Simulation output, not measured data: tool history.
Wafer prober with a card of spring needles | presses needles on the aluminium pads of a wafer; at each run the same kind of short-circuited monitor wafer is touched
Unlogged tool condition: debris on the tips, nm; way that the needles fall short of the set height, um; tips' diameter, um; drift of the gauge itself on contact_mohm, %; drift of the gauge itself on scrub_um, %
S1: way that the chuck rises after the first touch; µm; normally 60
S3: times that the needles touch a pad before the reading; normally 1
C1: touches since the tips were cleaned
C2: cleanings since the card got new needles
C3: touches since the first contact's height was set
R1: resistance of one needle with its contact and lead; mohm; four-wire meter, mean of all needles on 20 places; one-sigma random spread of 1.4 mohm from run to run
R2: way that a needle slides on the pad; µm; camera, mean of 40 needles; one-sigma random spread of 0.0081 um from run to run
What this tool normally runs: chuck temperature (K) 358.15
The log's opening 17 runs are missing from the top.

{"hour": 329.8, "done": "tips cleaned on abrasive film"}
{"hour": 346.1, "done": "tips cleaned on abrasive film"}
{"run": 18, "hour": 351.3, "S1": 70, "chuck temperature (K)": 358.15, "S3": 2, "C1": 2290, "C2": 61, "C3": 80650, "R1": 150, "R2": 10.887}
{"hour": 362.2, "done": "tips cleaned on abrasive film"}
{"run": 19, "hour": 371.9, "S1": 70, "chuck temperature (K)": 358.15, "S3": 2, "C1": 4300, "C2": 62, "C3": 89697, "R1": 159, "R2": 10.852}
{"hour": 378.3, "done": "tips cleaned on abrasive film"}
{"run": 20, "hour": 390.8, "S1": 40, "chuck temperature (K)": 321.15, "S3": 1, "C1": 5542, "C2": 63, "C3": 98005, "R1": 306, "R2": 6.166}
{"hour": 395.3, "done": "tips cleaned on abrasive film"}
{"hour": 410.9, "done": "tips cleaned on abrasive film"}
{"run": 21, "hour": 419.7, "S1": 60, "chuck temperature (K)": 396.15, "S3": 2, "C1": 3874, "C2": 65, "C3": 110648, "R1": 172, "R2": 9.278}
{"hour": 428.6, "done": "tips cleaned on abrasive film"}
{"run": 22, "hour": 434.4, "S1": 60, "chuck temperature (K)": 396.15, "S3": 2, "C1": 2567, "C2": 66, "C3": 117092, "R1": 165, "R2": 9.288}
{"hour": 446.0, "done": "tips cleaned on abrasive film"}
{"run": 23, "hour": 452.2, "S1": 52, "chuck temperature (K)": 304.15, "S3": 2, "C1": 2727, "C2": 67, "C3": 124907, "R1": 172, "R2": 8.022}
{"hour": 461.8, "done": "tips cleaned on abrasive film"}
{"run": 24, "hour": 473.0, "S1": 52, "chuck temperature (K)": 304.15, "S3": 2, "C1": 4929, "C2": 68, "C3": 134036, "R1": 189, "R2": 8.015}
{"hour": 479.4, "done": "tips cleaned on abrasive film"}
{"run": 25, "hour": 489.0, "S1": 42, "chuck temperature (K)": 306.15, "S3": 2, "C1": 4246, "C2": 69, "C3": 141054, "R1": 210, "R2": 6.446}
{"hour": 495.0, "done": "tips cleaned on abrasive film"}
{"run": 26, "hour": 502.9, "S1": 71, "chuck temperature (K)": 306.15, "S3": 3, "C1": 3475, "C2": 70, "C3": 147126, "R1": 140, "R2": 10.978}
{"hour": 510.8, "done": "tips cleaned on abrasive film"}
{"hour": 527.5, "done": "tips cleaned on abrasive film"}
{"run": 27, "hour": 527.5, "S1": 54, "chuck temperature (K)": 358.15, "S3": 1, "C1": 0, "C2": 72, "C3": 157891, "R1": 139, "R2": 8.292}
{"hour": 545.2, "done": "tips cleaned on abrasive film"}
{"run": 28, "hour": 552.6, "S1": 54, "chuck temperature (K)": 314.15, "S3": 1, "C1": 3304, "C2": 73, "C3": 168943, "R1": 213, "R2": 8.297}
{"hour": 563.2, "done": "tips cleaned on abrasive film"}
{"run": 29, "hour": 578.3, "S1": 58, "chuck temperature (K)": 382.15, "S3": 2, "C1": 6649, "C2": 74, "C3": 180218, "R1": 186, "R2": 8.921}
{"hour": 581.0, "done": "tips cleaned on abrasive film"}
{"hour": 597.6, "done": "tips cleaned on abrasive film"}
{"run": 30, "hour": 601.6, "S1": 60, "chuck temperature (K)": 351.15, "S3": 1, "C1": 1766, "C2": 76, "C3": 190396, "R1": 174, "R2": 9.206}
{"hour": 613.5, "done": "tips cleaned on abrasive film"}
{"hour": 626.7, "done": "height of the first contact set anew"}
{"hour": 631.2, "done": "tips cleaned on abrasive film"}
{"run": 31, "hour": 631.3, "S1": 78, "chuck temperature (K)": 351.15, "S3": 1, "C1": 63, "C2": 78, "C3": 1996, "R1": 126, "R2": 12.207}

Predict each of these 4 candidate next runs independently; none follows another, all start after run 31:
{"hour": 647.2, "done": "tips cleaned on abrasive film"}
{"run": "A", "hour": 647.2, "S1": 50, "chuck temperature (K)": 326.15, "S3": 1, "C1": 0, "C2": 79, "C3": 8942, "R1": "?", "R2": "?"}
{"hour": 647.2, "done": "tips cleaned on abrasive film"}
{"run": "B", "hour": 647.2, "S1": 60, "chuck temperature (K)": 356.15, "S3": 3, "C1": 0, "C2": 79, "C3": 8942, "R1": "?", "R2": "?"}
{"hour": 647.2, "done": "tips cleaned on abrasive film"}
{"run": "C", "hour": 647.2, "S1": 77, "chuck temperature (K)": 358.15, "S3": 1, "C1": 0, "C2": 79, "C3": 8942, "R1": "?", "R2": "?"}
{"hour": 647.2, "done": "tips cleaned on abrasive film"}
{"run": "D", "hour": 647.2, "S1": 45, "chuck temperature (K)": 332.15, "S3": 2, "C1": 0, "C2": 79, "C3": 8942, "R1": "?", "R2": "?"}

run=A R1=131 R2=7.816
run=B R1=127 R2=9.38
run=C R1=128 R2=12.026
run=D R1=133 R2=7.027
What these runs would have given with no unlogged condition in the tool:
run=A R1=122 R2=7.832
run=B R1=125 R2=9.397
run=C R1=124 R2=12.043
run=D R1=126 R2=7.044
